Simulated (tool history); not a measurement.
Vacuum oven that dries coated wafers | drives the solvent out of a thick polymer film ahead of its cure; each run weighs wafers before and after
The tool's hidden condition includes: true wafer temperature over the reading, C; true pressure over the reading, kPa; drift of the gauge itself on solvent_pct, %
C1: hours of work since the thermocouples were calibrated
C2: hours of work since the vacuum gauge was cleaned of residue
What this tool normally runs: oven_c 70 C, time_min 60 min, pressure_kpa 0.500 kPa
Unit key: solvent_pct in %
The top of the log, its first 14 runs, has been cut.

{"run": 15, "day": 27.862, "oven_c": 70, "time_min": 60, "pressure_kpa": 1.133, "C1": 538, "C2": 636, "solvent_pct": 0.64}
{"run": 16, "day": 30.838, "oven_c": 70, "time_min": 60, "pressure_kpa": 1.133, "C1": 584, "C2": 682, "solvent_pct": 0.59}
{"run": 17, "day": 32.762, "oven_c": 70, "time_min": 60, "pressure_kpa": 1.133, "C1": 614, "C2": 712, "solvent_pct": 0.6}
{"run": 18, "day": 34.725, "oven_c": 70, "time_min": 60, "pressure_kpa": 1.133, "C1": 645, "C2": 743, "solvent_pct": 0.64}
{"run": 19, "day": 36.9, "oven_c": 70, "time_min": 60, "pressure_kpa": 0.5, "C1": 679, "C2": 777, "solvent_pct": 0.47}
{"run": 20, "day": 38.971, "oven_c": 70, "time_min": 60, "pressure_kpa": 0.5, "C1": 711, "C2": 809, "solvent_pct": 0.48}
{"run": 21, "day": 41.354, "oven_c": 70, "time_min": 60, "pressure_kpa": 0.5, "C1": 748, "C2": 847, "solvent_pct": 0.47}
{"run": 22, "day": 43.842, "oven_c": 70, "time_min": 60, "pressure_kpa": 0.5, "C1": 787, "C2": 885, "solvent_pct": 0.48}
{"run": 23, "day": 46.8, "oven_c": 70, "time_min": 60, "pressure_kpa": 0.5, "C1": 833, "C2": 932, "solvent_pct": 0.43}
{"run": 24, "day": 49.65, "oven_c": 70, "time_min": 60, "pressure_kpa": 0.5, "C1": 878, "C2": 976, "solvent_pct": 0.42}
{"run": 25, "day": 52.296, "oven_c": 70, "time_min": 60, "pressure_kpa": 1.454, "C1": 919, "C2": 1017, "solvent_pct": 0.63}
{"day": 53.842, "done": "oven's thermocouples calibrated"}
{"run": 26, "day": 54.392, "oven_c": 65, "time_min": 98, "pressure_kpa": 0.414, "C1": 9, "C2": 1049, "solvent_pct": 0.52}

Run 27, settings as shown, results not yet in. Your forecast:
{"run": 27, "day": 57.512, "oven_c": 68, "time_min": 42, "pressure_kpa": 0.802, "C1": 57, "C2": 1097, "solvent_pct": "?"}

Run 27 gave solvent_pct 1.73 %.
With no hidden state in the tool, this same run would have given solvent_pct 1.69 %.
